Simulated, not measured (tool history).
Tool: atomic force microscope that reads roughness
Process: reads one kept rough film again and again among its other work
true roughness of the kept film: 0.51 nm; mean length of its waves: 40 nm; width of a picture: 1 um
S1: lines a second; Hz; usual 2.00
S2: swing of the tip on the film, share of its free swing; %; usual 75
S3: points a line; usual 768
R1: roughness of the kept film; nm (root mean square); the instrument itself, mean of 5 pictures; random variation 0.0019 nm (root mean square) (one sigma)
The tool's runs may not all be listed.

| run | hour | S1 | S2 | S3 | R1 |
|---|---|---|---|---|---|
| 1 | 0.0 | 2.00 | 75 | 768 | 0.454 |
| 2 | 8.0 | 2.00 | 75 | 768 | 0.449 |
| 3 | 12.1 | 1.51 | 75 | 768 | 0.462 |
| 4 | 16.8 | 2.00 | 82 | 768 | 0.434 |
| 5 | 26.1 | 2.00 | 75 | 768 | 0.453 |
| 6 | 30.6 | 2.00 | 75 | 768 | 0.448 |
| 7 | 35.4 | 2.00 | 75 | 768 | 0.449 |
| 8 | 41.9 | 2.00 | 75 | 768 | 0.447 |

The next listed run, before its measurement:
| 9 | 47.5 | 2.00 | 77 | 768 | ? |

R1: 0.441 nm (root mean square)
Without the tool's hidden state the same run would have given R1 0.451 nm (root mean square).

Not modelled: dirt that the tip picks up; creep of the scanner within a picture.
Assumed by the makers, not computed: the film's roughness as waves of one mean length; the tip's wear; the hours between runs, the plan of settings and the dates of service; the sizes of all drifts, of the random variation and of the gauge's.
